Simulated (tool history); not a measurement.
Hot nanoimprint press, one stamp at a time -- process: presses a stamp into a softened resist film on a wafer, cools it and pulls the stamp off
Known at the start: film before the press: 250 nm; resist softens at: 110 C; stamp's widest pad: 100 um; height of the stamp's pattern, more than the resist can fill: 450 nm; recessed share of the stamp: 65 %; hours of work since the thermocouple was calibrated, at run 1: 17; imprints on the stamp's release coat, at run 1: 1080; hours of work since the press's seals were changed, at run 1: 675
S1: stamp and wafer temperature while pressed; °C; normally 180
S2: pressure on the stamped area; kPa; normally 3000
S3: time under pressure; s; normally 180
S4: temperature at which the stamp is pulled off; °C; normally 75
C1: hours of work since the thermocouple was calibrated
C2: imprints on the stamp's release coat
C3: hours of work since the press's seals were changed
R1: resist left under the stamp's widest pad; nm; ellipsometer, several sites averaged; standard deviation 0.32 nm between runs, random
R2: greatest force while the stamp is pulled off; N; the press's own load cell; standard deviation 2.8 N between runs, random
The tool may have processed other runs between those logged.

run	hour	S1	S2	S3	S4	C1	C2	C3	R1	R2
1	0.0	180	3000	180	75	17	1080	675	99.6	193
2	33.6	180	3000	180	75	43	1184	701	99.6	191
3	52.9	180	3000	180	75	58	1244	716	99.9	202
4	81.4	180	3000	180	75	80	1332	738	99.1	192
5	115.3	180	3000	180	75	106	1437	764	99.8	193
6	144.2	180	3380	180	75	129	1527	787	93.7	192
# hour 166.5: stamp cleaned and given a new release coat
7	168.4	180	3380	180	75	143	5	801	93.7	173
8	210.5	180	3380	180	75	175	136	833	93.2	171
9	240.2	180	3380	180	75	198	228	856	93.7	173
10	268.6	180	3380	180	75	220	316	878	93.5	174
11	307.1	180	1980	180	75	250	435	908	120.6	180
12	339.6	180	3000	263	75	275	536	933	85.4	174
13	374.6	180	3000	263	75	303	644	961	85.4	183
14	395.6	180	3000	180	75	319	709	977	98.1	181
15	437.3	179	3000	180	75	351	839	1009	102.5	179
16	463.0	190	3460	286	65	371	918	1029	51.6	200
17	488.5	190	3460	286	65	391	997	1049	51.6	205
18	509.1	184	2940	285	75	407	1061	1065	70.8	188
19	538.6	184	2940	285	75	430	1152	1088	71.1	187
# hour 573.1: plate thermocouple calibrated
20	574.7	179	2940	162	77	1	1255	1113	111.3	184
21	607.5	179	2940	162	77	27	1357	1139	110.8	191
22	635.9	186	3500	101	83	49	1445	1161	92.9	182
23	655.6	186	3500	101	83	64	1506	1176	93.1	186
# hour 681.7: stamp cleaned and given a new release coat
24	705.6	188	2230	122	75	98	74	1210	100.0	170
# hour 724.4: press's hydraulic seals changed and the load cell set to zero
25	752.6	181	2460	180	65	128	195	22	103.7	190
26	773.1	190	2730	278	77	144	258	38	58.4	167
27	803.8	190	2730	278	77	168	353	62	58.7	171
28	844.6	190	2730	278	77	200	480	93	58.4	174
29	885.3	181	4110	180	64	231	606	125	78.5	188
30	923.5	179	3420	97	63	261	724	154	117.7	202

What would each run have given without the hidden state, its run-to-run variation left as it was?
What the log doesn't record here: true temperature over the reading, C; pressure that arrives at the usual setting, %; grip of the stamp's worn release coat, % over a new coat's; drift of the gauge itself on residual_nm, %; drift of the gauge itself on pull_off_n, %.
run	R1	R2
1	97.4	171
2	97.7	168
3	98.0	177
4	97.3	166
5	98.1	165
6	92.0	163
7	92.0	174
8	91.7	169
9	92.2	169
10	92.1	168
11	120.7	172
12	84.7	164
13	84.9	172
14	97.6	168
15	102.2	165
16	50.9	182
17	51.0	185
18	70.6	169
19	71.0	167
20	107.3	161
21	107.0	165
22	89.0	156
23	89.2	159
24	97.6	168
25	104.5	187
26	58.9	163
27	59.3	165
28	59.0	166
29	79.4	176
30	119.2	187

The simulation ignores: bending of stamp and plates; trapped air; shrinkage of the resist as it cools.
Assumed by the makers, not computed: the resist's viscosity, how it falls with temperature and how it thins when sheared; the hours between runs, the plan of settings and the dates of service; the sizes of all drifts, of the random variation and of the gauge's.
